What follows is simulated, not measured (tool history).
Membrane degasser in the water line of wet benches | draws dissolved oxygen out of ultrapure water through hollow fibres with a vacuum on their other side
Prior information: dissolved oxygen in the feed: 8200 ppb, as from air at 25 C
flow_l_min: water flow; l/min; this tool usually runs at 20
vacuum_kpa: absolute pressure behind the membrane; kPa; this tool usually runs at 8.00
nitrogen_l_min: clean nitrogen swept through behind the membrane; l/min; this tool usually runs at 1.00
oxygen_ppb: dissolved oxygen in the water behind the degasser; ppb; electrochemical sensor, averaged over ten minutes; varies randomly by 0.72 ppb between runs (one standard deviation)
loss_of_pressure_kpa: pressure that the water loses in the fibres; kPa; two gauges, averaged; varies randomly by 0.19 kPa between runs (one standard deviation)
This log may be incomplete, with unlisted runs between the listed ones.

Run 1, hour 0.0: usual settings. Result: oxygen_ppb 217.4 ppb, loss_of_pressure_kpa 38.23 kPa.
At hour 64.0: vacuum gauge calibrated.
Run 2, hour 131.1: usual settings. Result: oxygen_ppb 217.1 ppb, loss_of_pressure_kpa 38.35 kPa.
Run 3, hour 313.7: usual settings. Result: oxygen_ppb 219.0 ppb, loss_of_pressure_kpa 38.17 kPa.
Run 4, hour 426.2: usual settings but flow_l_min 17 l/min. Result: oxygen_ppb 189.1 ppb, loss_of_pressure_kpa 32.68 kPa.
Run 5, hour 522.9: usual settings but flow_l_min 17 l/min. Result: oxygen_ppb 187.5 ppb, loss_of_pressure_kpa 32.60 kPa.
Run 6, hour 632.7: usual settings. Result: oxygen_ppb 218.0 ppb, loss_of_pressure_kpa 38.49 kPa.
At hour 748.4: seals of the vacuum lines changed.
Run 7, hour 782.6: usual settings but flow_l_min 14 l/min. Result: oxygen_ppb 153.9 ppb, loss_of_pressure_kpa 26.84 kPa.
At hour 838.7: vacuum gauge calibrated, once more.
Run 8, hour 918.9: usual settings. Result: oxygen_ppb 215.5 ppb, loss_of_pressure_kpa 38.36 kPa.
Run 9, hour 1027.0: usual settings. Result: oxygen_ppb 215.1 ppb, loss_of_pressure_kpa 38.72 kPa.
Run 10, hour 1138.9: usual settings but vacuum_kpa 5.24 kPa. Result: oxygen_ppb 96.2 ppb, loss_of_pressure_kpa 38.38 kPa.
Run 11, hour 1223.0: usual settings but flow_l_min 24 l/min. Result: oxygen_ppb 257.2 ppb, loss_of_pressure_kpa 46.29 kPa.
Run 12, hour 1410.5: usual settings but flow_l_min 24 l/min. Result: oxygen_ppb 258.5 ppb, loss_of_pressure_kpa 45.97 kPa.
Run 13, hour 1578.4: usual settings but flow_l_min 24 l/min. Result: oxygen_ppb 257.5 ppb, loss_of_pressure_kpa 46.45 kPa.
Run 14, hour 1755.9: usual settings but flow_l_min 24 l/min. Result: oxygen_ppb 257.8 ppb, loss_of_pressure_kpa 46.54 kPa.
Run 15, hour 1851.8: usual settings but flow_l_min 24 l/min. Result: oxygen_ppb 257.8 ppb, loss_of_pressure_kpa 46.71 kPa.
Run 16, hour 1994.2: usual settings but flow_l_min 24 l/min. Result: oxygen_ppb 258.2 ppb, loss_of_pressure_kpa 46.28 kPa.
Run 17, hour 2161.4: usual settings but flow_l_min 14 l/min. Result: oxygen_ppb 154.8 ppb, loss_of_pressure_kpa 27.30 kPa.
Run 18, hour 2338.1: usual settings but flow_l_min 14 l/min. Result: oxygen_ppb 154.8 ppb, loss_of_pressure_kpa 27.20 kPa.
Run 19, hour 2508.6: usual settings but flow_l_min 24 l/min, vacuum_kpa 15.12 kPa, nitrogen_l_min 2.42 l/min. Result: oxygen_ppb 285.2 ppb, loss_of_pressure_kpa 46.52 kPa.
Run 20, hour 2607.7: usual settings but flow_l_min 24 l/min, vacuum_kpa 15.12 kPa, nitrogen_l_min 2.27 l/min. Result: oxygen_ppb 301.7 ppb, loss_of_pressure_kpa 46.59 kPa.
Run 21, hour 2751.3: usual settings but flow_l_min 24 l/min, vacuum_kpa 15.12 kPa, nitrogen_l_min 2.27 l/min. Result: oxygen_ppb 303.3 ppb, loss_of_pressure_kpa 46.63 kPa.
Run 22, hour 2854.1: usual settings but vacuum_kpa 7.86 kPa, nitrogen_l_min 1.71 l/min. Result: oxygen_ppb 133.4 ppb, loss_of_pressure_kpa 39.47 kPa.
Run 23, hour 2939.3: usual settings but flow_l_min 21 l/min. Result: oxygen_ppb 228.0 ppb, loss_of_pressure_kpa 40.94 kPa.
Run 24, hour 3021.1: usual settings but flow_l_min 21 l/min. Result: oxygen_ppb 227.6 ppb, loss_of_pressure_kpa 41.18 kPa.
Run 25, hour 3210.8: usual settings but flow_l_min 23 l/min, vacuum_kpa 6.62 kPa. Result: oxygen_ppb 184.0 ppb, loss_of_pressure_kpa 44.73 kPa.
Run 26, hour 3317.5: usual settings but flow_l_min 23 l/min, vacuum_kpa 14.40 kPa, nitrogen_l_min 0.87 l/min. Result: oxygen_ppb 611.2 ppb, loss_of_pressure_kpa 44.93 kPa.
Run 27, hour 3447.5: usual settings but flow_l_min 16 l/min, vacuum_kpa 6.92 kPa, nitrogen_l_min 0.87 l/min. Result: oxygen_ppb 156.7 ppb, loss_of_pressure_kpa 31.47 kPa.
Run 28, hour 3559.6: usual settings but flow_l_min 23 l/min, nitrogen_l_min 1.55 l/min. Result: oxygen_ppb 175.8 ppb, loss_of_pressure_kpa 45.22 kPa.
Run 29, hour 3658.1: usual settings but flow_l_min 23 l/min, vacuum_kpa 10.11 kPa, nitrogen_l_min 1.55 l/min. Result: oxygen_ppb 244.5 ppb, loss_of_pressure_kpa 44.92 kPa.
Run 30, hour 3824.5: usual settings but flow_l_min 23 l/min, vacuum_kpa 10.11 kPa, nitrogen_l_min 1.55 l/min. Result: oxygen_ppb 243.9 ppb, loss_of_pressure_kpa 45.00 kPa.
At hour 3905.3: vacuum gauge calibrated.
Run 31, hour 3979.7: usual settings but flow_l_min 23 l/min, vacuum_kpa 10.11 kPa, nitrogen_l_min 1.55 l/min. Result: oxygen_ppb 240.2 ppb, loss_of_pressure_kpa 45.14 kPa.
Run 32, hour 4147.2: usual settings but flow_l_min 16 l/min, vacuum_kpa 9.26 kPa, nitrogen_l_min 1.31 l/min. Result: oxygen_ppb 172.9 ppb, loss_of_pressure_kpa 31.58 kPa.

Measured result minus the same run's result without the hidden state. Both carry the same run-to-run variation, though not necessarily the same gauge scatter:
Unlogged tool condition in this case: membrane still open, %; true pressure behind the membrane over the reading, kPa; air that leaks in behind the membrane, l/min; drift of the gauge itself on oxygen_ppb, %; drift of the gauge itself on loss_of_pressure_kpa, %.
run  oxygen_ppb  loss_of_pressure_kpa
  1        +3.5                 +0.40
  2        +3.7                 +0.43
  3        +4.0                 +0.47
  4        +4.4                 +0.42
  5        +4.5                 +0.43
  6        +4.5                 +0.53
  7        +0.8                 +0.40
  8        +0.6                 +0.60
  9        +0.7                 +0.62
 10        +0.8                 +0.64
 11        +1.7                 +0.80
 12        +2.0                 +0.84
 13        +2.3                 +0.89
 14        +2.6                 +0.94
 15        +2.8                 +0.96
 16        +3.1                 +1.00
 17        +1.7                 +0.61
 18        +1.9                 +0.64
 19        +3.8                 +1.14
 20        +3.9                 +1.16
 21        +4.3                 +1.21
 22        +2.7                 +1.03
 23        +3.9                 +1.09
 24        +4.0                 +1.12
 25        +4.7                 +1.27
 26        +6.2                 +1.30
 27        +3.5                 +0.93
 28        +4.8                 +1.36
 29        +5.3                 +1.38
 30        +5.5                 +1.43
 31        +2.7                 +1.47
 32        +1.6                 +1.05
